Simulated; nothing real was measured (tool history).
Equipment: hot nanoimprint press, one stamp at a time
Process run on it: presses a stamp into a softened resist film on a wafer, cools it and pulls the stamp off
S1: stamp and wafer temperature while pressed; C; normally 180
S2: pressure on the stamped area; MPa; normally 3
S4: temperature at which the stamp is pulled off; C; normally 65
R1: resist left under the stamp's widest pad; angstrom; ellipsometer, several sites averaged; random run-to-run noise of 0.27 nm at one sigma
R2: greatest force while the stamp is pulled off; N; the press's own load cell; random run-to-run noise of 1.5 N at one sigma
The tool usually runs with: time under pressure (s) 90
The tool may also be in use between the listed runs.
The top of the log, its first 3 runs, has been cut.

run 4 day=0.829 | S1=183 S2=3 time_under_pressure_(s)=90 S4=65 | R1=1504 R2=180
run 5 day=1.142 | S1=180 S2=3 time_under_pressure_(s)=90 S4=65 | R1=1632 R2=181
run 6 day=1.375 | S1=180 S2=3 time_under_pressure_(s)=90 S4=65 | R1=1634 R2=182
run 7 day=1.646 | S1=187 S2=3 time_under_pressure_(s)=90 S4=65 | R1=1348 R2=183
run 8 day=2.067 | S1=180 S2=3 time_under_pressure_(s)=90 S4=70 | R1=1629 R2=166
run 9 day=2.325 | S1=180 S2=1.87 time_under_pressure_(s)=90 S4=65 | R1=2059 R2=183
run 10 day=2.804 | S1=187 S2=3 time_under_pressure_(s)=90 S4=65 | R1=1349 R2=180
run 11 day=3.217 | S1=180 S2=3 time_under_pressure_(s)=90 S4=65 | R1=1628 R2=183
run 12 day=3.608 | S1=180 S2=3 time_under_pressure_(s)=59 S4=65 | R1=1895 R2=183
run 13 day=3.892 | S1=180 S2=3 time_under_pressure_(s)=90 S4=65 | R1=1634 R2=184
run 14 day=4.217 | S1=180 S2=3.06 time_under_pressure_(s)=90 S4=65 | R1=1613 R2=184
run 15 day=4.533 | S1=180 S2=3 time_under_pressure_(s)=146 S4=65 | R1=1362 R2=183
run 16 day=4.896 | S1=180 S2=3 time_under_pressure_(s)=146 S4=65 | R1=1364 R2=181
run 17 day=5.4 | S1=177 S2=2.35 time_under_pressure_(s)=66 S4=61 | R1=2207 R2=193
run 18 day=5.788 | S1=180 S2=2.49 time_under_pressure_(s)=145 S4=65 | R1=1504 R2=183
run 19 day=6.075 | S1=180 S2=2.5 time_under_pressure_(s)=115 S4=54 | R1=1636 R2=221

Expected results for the next run?
run 20 day=6.454 | S1=187 S2=3.65 time_under_pressure_(s)=68 S4=71 | R1=? R2=?

Logged for run 20: R1 1351 angstrom, R2 164 N.
Had the tool carried no hidden state, the very same run would have given R1 1364 angstrom, R2 152 N.
